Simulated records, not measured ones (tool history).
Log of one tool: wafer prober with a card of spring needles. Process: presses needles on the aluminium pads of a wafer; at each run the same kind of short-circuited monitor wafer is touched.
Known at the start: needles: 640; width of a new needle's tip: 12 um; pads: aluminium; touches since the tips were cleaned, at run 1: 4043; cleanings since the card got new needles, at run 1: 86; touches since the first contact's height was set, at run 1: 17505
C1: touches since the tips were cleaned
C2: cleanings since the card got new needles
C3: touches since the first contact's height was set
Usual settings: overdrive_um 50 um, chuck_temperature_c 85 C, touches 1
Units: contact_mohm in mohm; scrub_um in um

Run 1, hour 0.0: usual settings; C1 4043; C2 86; C3 17505. Result: contact_mohm 247 mohm, scrub_um 10.95 um.
At hour 2.4: tips cleaned on abrasive film.
At hour 22.3: tips cleaned on abrasive film.
Run 2, hour 33.6: usual settings; C1 2717; C2 88; C3 25587. Result: contact_mohm 251 mohm, scrub_um 10.91 um.
At hour 40.6: tips cleaned on abrasive film.
At hour 58.6: tips cleaned on abrasive film.
Run 3, hour 64.4: usual settings; C1 1420; C2 90; C3 33022. Result: contact_mohm 249 mohm, scrub_um 10.90 um.
At hour 76.1: tips cleaned on abrasive film.
Run 4, hour 83.7: usual settings; C1 1836; C2 91; C3 37669. Result: contact_mohm 252 mohm, scrub_um 10.93 um.
At hour 96.6: tips cleaned on abrasive film.
Run 5, hour 111.5: usual settings; C1 3619; C2 92; C3 44381. Result: contact_mohm 249 mohm, scrub_um 10.87 um.
At hour 114.2: tips cleaned on abrasive film.
Run 6, hour 131.2: usual settings; C1 4121; C2 93; C3 49136. Result: contact_mohm 250 mohm, scrub_um 10.88 um.
At hour 135.5: tips cleaned on abrasive film.
At hour 155.8: tips cleaned on abrasive film.
Run 7, hour 168.3: usual settings but overdrive_um 70 um, chuck_temperature_c 31 C; C1 3024; C2 95; C3 58074. Result: contact_mohm 233 mohm, scrub_um 15.23 um.
At hour 173.3: tips cleaned on abrasive film.
At hour 192.6: tips cleaned on abrasive film.
Run 8, hour 207.5: usual settings but overdrive_um 70 um, chuck_temperature_c 31 C; C1 3591; C2 97; C3 67509. Result: contact_mohm 232 mohm, scrub_um 15.16 um.
At hour 211.3: tips cleaned on abrasive film.
Run 9, hour 226.6: usual settings but overdrive_um 70 um, chuck_temperature_c 31 C; C1 3711; C2 98; C3 72119. Result: contact_mohm 236 mohm, scrub_um 15.19 um.
At hour 230.2: tips cleaned on abrasive film.
At hour 248.5: tips cleaned on abrasive film.
Run 10, hour 253.3: usual settings but overdrive_um 43 um, chuck_temperature_c 64 C, touches 3; C1 1162; C2 100; C3 78548. Result: contact_mohm 244 mohm, scrub_um 9.30 um.
At hour 268.2: tips cleaned on abrasive film.
At hour 272.0: height of the first contact set anew.
Run 11, hour 274.2: usual settings but overdrive_um 43 um, chuck_temperature_c 37 C, touches 2; C1 1382; C2 101; C3 552. Result: contact_mohm 237 mohm, scrub_um 9.28 um.
At hour 286.0: tips cleaned on abrasive film.
At hour 304.2: tips cleaned on abrasive film.
Run 12, hour 312.9: usual settings but overdrive_um 62 um, chuck_temperature_c 87 C, touches 3; C1 2099; C2 103; C3 9872. Result: contact_mohm 247 mohm, scrub_um 13.40 um.

Forecast each of these 4 alternatives for the next run:
At hour 322.1: tips cleaned on abrasive film.
At hour 341.0: tips cleaned on abrasive film.
Run A, hour 350.7: usual settings but overdrive_um 68 um, chuck_temperature_c 31 C; C1 2363; C2 105; C3 18987. Result: contact_mohm ?, scrub_um ?.
At hour 322.1: tips cleaned on abrasive film.
At hour 341.0: tips cleaned on abrasive film.
Run B, hour 350.7: usual settings but overdrive_um 45 um, chuck_temperature_c 37 C, touches 2; C1 2363; C2 105; C3 18987. Result: contact_mohm ?, scrub_um ?.
At hour 322.1: tips cleaned on abrasive film.
At hour 341.0: tips cleaned on abrasive film.
Run C, hour 350.7: usual settings but chuck_temperature_c 26 C; C1 2363; C2 105; C3 18987. Result: contact_mohm ?, scrub_um ?.
At hour 322.1: tips cleaned on abrasive film.
At hour 341.0: tips cleaned on abrasive film.
Run D, hour 350.7: usual settings but overdrive_um 38 um, chuck_temperature_c 31 C, touches 2; C1 2363; C2 105; C3 18987. Result: contact_mohm ?, scrub_um ?.

run  contact_mohm  scrub_um
  A           236     14.66
  B           243      9.72
  C           235     10.82
  D           240      8.22
Without the tool's hidden state the same runs would have given:
run  contact_mohm  scrub_um
  A           236     14.85
  B           243      9.84
  C           235     10.96
  D           240      8.33
